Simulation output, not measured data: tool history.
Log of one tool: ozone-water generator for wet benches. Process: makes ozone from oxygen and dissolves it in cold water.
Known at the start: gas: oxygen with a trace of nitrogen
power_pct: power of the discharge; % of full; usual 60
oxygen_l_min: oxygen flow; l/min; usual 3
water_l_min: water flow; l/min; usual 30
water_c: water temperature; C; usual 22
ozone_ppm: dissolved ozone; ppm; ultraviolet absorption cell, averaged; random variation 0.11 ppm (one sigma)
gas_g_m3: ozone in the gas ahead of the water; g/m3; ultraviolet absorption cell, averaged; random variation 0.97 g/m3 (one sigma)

{"run": 1, "hour": 0.0, "power_pct": 60, "oxygen_l_min": 3, "water_l_min": 30, "water_c": 22, "ozone_ppm": 7.8, "gas_g_m3": 156.4}
{"run": 2, "hour": 50.2, "power_pct": 60, "oxygen_l_min": 3, "water_l_min": 30, "water_c": 22, "ozone_ppm": 7.9, "gas_g_m3": 157}
{"run": 3, "hour": 124.1, "power_pct": 60, "oxygen_l_min": 3.29, "water_l_min": 30, "water_c": 22, "ozone_ppm": 8.1, "gas_g_m3": 150.7}
{"run": 4, "hour": 201.9, "power_pct": 60, "oxygen_l_min": 3.29, "water_l_min": 30, "water_c": 22, "ozone_ppm": 8.1, "gas_g_m3": 150.1}
{"run": 5, "hour": 266.8, "power_pct": 60, "oxygen_l_min": 3.29, "water_l_min": 30, "water_c": 22, "ozone_ppm": 8.1, "gas_g_m3": 150.8}
{"run": 6, "hour": 361.9, "power_pct": 60, "oxygen_l_min": 3.29, "water_l_min": 30, "water_c": 22, "ozone_ppm": 8.1, "gas_g_m3": 150.5}
{"run": 7, "hour": 411.9, "power_pct": 43, "oxygen_l_min": 3, "water_l_min": 30, "water_c": 22, "ozone_ppm": 6.4, "gas_g_m3": 127.1}
{"hour": 433.0, "done": "water thermometer calibrated"}
{"run": 8, "hour": 471.3, "power_pct": 43, "oxygen_l_min": 3, "water_l_min": 30, "water_c": 22, "ozone_ppm": 6.3, "gas_g_m3": 127.6}
{"run": 9, "hour": 534.9, "power_pct": 69, "oxygen_l_min": 3, "water_l_min": 30, "water_c": 22, "ozone_ppm": 8.5, "gas_g_m3": 167.4}
{"run": 10, "hour": 592.6, "power_pct": 69, "oxygen_l_min": 3, "water_l_min": 30, "water_c": 22, "ozone_ppm": 8.2, "gas_g_m3": 167.1}
{"run": 11, "hour": 687.3, "power_pct": 69, "oxygen_l_min": 3, "water_l_min": 30, "water_c": 22, "ozone_ppm": 8.2, "gas_g_m3": 169.3}
{"run": 12, "hour": 738.0, "power_pct": 69, "oxygen_l_min": 3, "water_l_min": 30, "water_c": 22, "ozone_ppm": 8.2, "gas_g_m3": 165.3}
{"run": 13, "hour": 782.2, "power_pct": 69, "oxygen_l_min": 3, "water_l_min": 30, "water_c": 22, "ozone_ppm": 8.2, "gas_g_m3": 167.2}
{"hour": 821.9, "done": "water thermometer calibrated, once more"}
{"run": 14, "hour": 834.9, "power_pct": 69, "oxygen_l_min": 3, "water_l_min": 30, "water_c": 22, "ozone_ppm": 8.5, "gas_g_m3": 168.4}
{"run": 15, "hour": 895.5, "power_pct": 69, "oxygen_l_min": 3, "water_l_min": 30, "water_c": 22, "ozone_ppm": 8.3, "gas_g_m3": 167.5}
{"run": 16, "hour": 953.6, "power_pct": 60, "oxygen_l_min": 4.15, "water_l_min": 30, "water_c": 22, "ozone_ppm": 8.2, "gas_g_m3": 137.2}
{"run": 17, "hour": 1003.2, "power_pct": 60, "oxygen_l_min": 3, "water_l_min": 46, "water_c": 20, "ozone_ppm": 4.8, "gas_g_m3": 154.8}
{"run": 18, "hour": 1069.3, "power_pct": 60, "oxygen_l_min": 3, "water_l_min": 46, "water_c": 20, "ozone_ppm": 4.9, "gas_g_m3": 154.4}
{"run": 19, "hour": 1122.4, "power_pct": 75, "oxygen_l_min": 3, "water_l_min": 25, "water_c": 15, "ozone_ppm": 10.9, "gas_g_m3": 176.4}
{"run": 20, "hour": 1195.3, "power_pct": 75, "oxygen_l_min": 4.86, "water_l_min": 25, "water_c": 17, "ozone_ppm": 12.5, "gas_g_m3": 145.2}

Run 21 comes next. What will it give?
{"run": 21, "hour": 1242.0, "power_pct": 75, "oxygen_l_min": 4.86, "water_l_min": 25, "water_c": 17, "ozone_ppm": "?", "gas_g_m3": "?"}

Run 21 gave ozone_ppm 12.4 ppm, gas_g_m3 144.4 g/m3.
Without the tool's hidden state the same run would have given ozone_ppm 14.2 ppm, gas_g_m3 159.7 g/m3.
